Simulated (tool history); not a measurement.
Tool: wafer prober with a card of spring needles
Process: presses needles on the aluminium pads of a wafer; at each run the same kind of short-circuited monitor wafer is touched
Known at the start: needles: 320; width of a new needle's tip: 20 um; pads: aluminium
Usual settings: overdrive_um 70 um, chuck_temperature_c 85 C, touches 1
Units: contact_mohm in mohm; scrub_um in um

{"run": 1, "day": 0.0, "overdrive_um": 70, "chuck_temperature_c": 85, "touches": 1, "contact_mohm": 281, "scrub_um": 13.64}
{"run": 2, "day": 0.262, "overdrive_um": 70, "chuck_temperature_c": 85, "touches": 1, "contact_mohm": 299, "scrub_um": 13.7}
{"day": 0.433, "done": "tips cleaned on abrasive film"}
{"run": 3, "day": 0.529, "overdrive_um": 70, "chuck_temperature_c": 85, "touches": 1, "contact_mohm": 246, "scrub_um": 13.61}
{"run": 4, "day": 0.946, "overdrive_um": 70, "chuck_temperature_c": 85, "touches": 1, "contact_mohm": 285, "scrub_um": 13.66}
{"run": 5, "day": 1.221, "overdrive_um": 70, "chuck_temperature_c": 85, "touches": 1, "contact_mohm": 303, "scrub_um": 13.66}
{"day": 1.388, "done": "tips cleaned on abrasive film"}
{"run": 6, "day": 1.546, "overdrive_um": 70, "chuck_temperature_c": 85, "touches": 1, "contact_mohm": 251, "scrub_um": 13.67}
{"run": 7, "day": 1.817, "overdrive_um": 70, "chuck_temperature_c": 85, "touches": 1, "contact_mohm": 273, "scrub_um": 13.65}
{"run": 8, "day": 2.212, "overdrive_um": 70, "chuck_temperature_c": 85, "touches": 1, "contact_mohm": 313, "scrub_um": 13.63}
{"day": 2.354, "done": "tips cleaned on abrasive film"}
{"run": 9, "day": 2.571, "overdrive_um": 70, "chuck_temperature_c": 85, "touches": 1, "contact_mohm": 256, "scrub_um": 13.6}
{"run": 10, "day": 2.783, "overdrive_um": 70, "chuck_temperature_c": 85, "touches": 1, "contact_mohm": 277, "scrub_um": 13.61}
{"run": 11, "day": 3.062, "overdrive_um": 70, "chuck_temperature_c": 85, "touches": 1, "contact_mohm": 299, "scrub_um": 13.59}
{"run": 12, "day": 3.283, "overdrive_um": 70, "chuck_temperature_c": 26, "touches": 1, "contact_mohm": 307, "scrub_um": 13.66}
{"day": 3.317, "done": "tips cleaned on abrasive film"}
{"run": 13, "day": 3.483, "overdrive_um": 70, "chuck_temperature_c": 26, "touches": 1, "contact_mohm": 245, "scrub_um": 13.58}
{"run": 14, "day": 3.888, "overdrive_um": 70, "chuck_temperature_c": 26, "touches": 1, "contact_mohm": 281, "scrub_um": 13.64}
{"run": 15, "day": 4.083, "overdrive_um": 62, "chuck_temperature_c": 85, "touches": 1, "contact_mohm": 323, "scrub_um": 12.02}
{"day": 4.3, "done": "tips cleaned on abrasive film"}
{"run": 16, "day": 4.45, "overdrive_um": 62, "chuck_temperature_c": 85, "touches": 1, "contact_mohm": 258, "scrub_um": 11.99}
{"run": 17, "day": 4.738, "overdrive_um": 62, "chuck_temperature_c": 85, "touches": 1, "contact_mohm": 292, "scrub_um": 11.99}
{"run": 18, "day": 5.062, "overdrive_um": 77, "chuck_temperature_c": 30, "touches": 1, "contact_mohm": 282, "scrub_um": 14.98}
{"run": 19, "day": 5.242, "overdrive_um": 70, "chuck_temperature_c": 102, "touches": 2, "contact_mohm": 282, "scrub_um": 13.6}
{"day": 5.279, "done": "tips cleaned on abrasive film"}
{"run": 20, "day": 5.471, "overdrive_um": 62, "chuck_temperature_c": 57, "touches": 1, "contact_mohm": 264, "scrub_um": 12.02}
{"run": 21, "day": 5.788, "overdrive_um": 58, "chuck_temperature_c": 105, "touches": 1, "contact_mohm": 318, "scrub_um": 11.18}
{"run": 22, "day": 6.104, "overdrive_um": 58, "chuck_temperature_c": 105, "touches": 1, "contact_mohm": 349, "scrub_um": 11.18}
{"day": 6.233, "done": "tips cleaned on abrasive film"}
{"run": 23, "day": 6.325, "overdrive_um": 58, "chuck_temperature_c": 105, "touches": 1, "contact_mohm": 262, "scrub_um": 11.17}
{"run": 24, "day": 6.608, "overdrive_um": 55, "chuck_temperature_c": 52, "touches": 1, "contact_mohm": 299, "scrub_um": 10.58}
{"run": 25, "day": 7.004, "overdrive_um": 56, "chuck_temperature_c": 52, "touches": 1, "contact_mohm": 344, "scrub_um": 10.8}
{"day": 7.208, "done": "tips cleaned on abrasive film"}
{"run": 26, "day": 7.242, "overdrive_um": 70, "chuck_temperature_c": 85, "touches": 1, "contact_mohm": 240, "scrub_um": 13.53}
{"run": 27, "day": 7.654, "overdrive_um": 70, "chuck_temperature_c": 85, "touches": 1, "contact_mohm": 279, "scrub_um": 13.58}
{"run": 28, "day": 7.958, "overdrive_um": 70, "chuck_temperature_c": 97, "touches": 1, "contact_mohm": 308, "scrub_um": 13.57}
{"day": 8.175, "done": "tips cleaned on abrasive film"}
{"run": 29, "day": 8.317, "overdrive_um": 60, "chuck_temperature_c": 85, "touches": 1, "contact_mohm": 254, "scrub_um": 11.54}
{"run": 30, "day": 8.738, "overdrive_um": 60, "chuck_temperature_c": 85, "touches": 1, "contact_mohm": 310, "scrub_um": 11.5}
{"run": 31, "day": 9.038, "overdrive_um": 60, "chuck_temperature_c": 85, "touches": 1, "contact_mohm": 345, "scrub_um": 11.56}
{"day": 9.15, "done": "tips cleaned on abrasive film"}
{"run": 32, "day": 9.458, "overdrive_um": 84, "chuck_temperature_c": 85, "touches": 1, "contact_mohm": 255, "scrub_um": 16.21}
{"run": 33, "day": 9.742, "overdrive_um": 84, "chuck_temperature_c": 85, "touches": 1, "contact_mohm": 272, "scrub_um": 16.23}
{"run": 34, "day": 10.025, "overdrive_um": 65, "chuck_temperature_c": 38, "touches": 1, "contact_mohm": 323, "scrub_um": 12.51}

5 ways to go on from here, each from the tool as it stands after run 34. What would each give?
{"day": 10.108, "done": "tips cleaned on abrasive film"}
{"run": "A", "day": 10.45, "overdrive_um": 65, "chuck_temperature_c": 38, "touches": 1, "contact_mohm": "?", "scrub_um": "?"}
{"day": 10.108, "done": "tips cleaned on abrasive film"}
{"run": "B", "day": 10.45, "overdrive_um": 56, "chuck_temperature_c": 85, "touches": 1, "contact_mohm": "?", "scrub_um": "?"}
{"day": 10.108, "done": "tips cleaned on abrasive film"}
{"run": "C", "day": 10.45, "overdrive_um": 68, "chuck_temperature_c": 40, "touches": 1, "contact_mohm": "?", "scrub_um": "?"}
{"day": 10.108, "done": "tips cleaned on abrasive film"}
{"run": "D", "day": 10.45, "overdrive_um": 65, "chuck_temperature_c": 38, "touches": 2, "contact_mohm": "?", "scrub_um": "?"}
{"day": 10.108, "done": "tips cleaned on abrasive film"}
{"run": "E", "day": 10.45, "overdrive_um": 55, "chuck_temperature_c": 38, "touches": 1, "contact_mohm": "?", "scrub_um": "?"}

run=A contact_mohm=271 scrub_um=12.47
run=B contact_mohm=295 scrub_um=10.7
run=C contact_mohm=257 scrub_um=13.04
run=D contact_mohm=250 scrub_um=12.47
run=E contact_mohm=290 scrub_um=10.53
Without the tool's hidden state the same runs would have given:
run=A contact_mohm=218 scrub_um=12.78
run=B contact_mohm=229 scrub_um=11.01
run=C contact_mohm=210 scrub_um=13.35
run=D contact_mohm=217 scrub_um=12.79
run=E contact_mohm=218 scrub_um=10.84
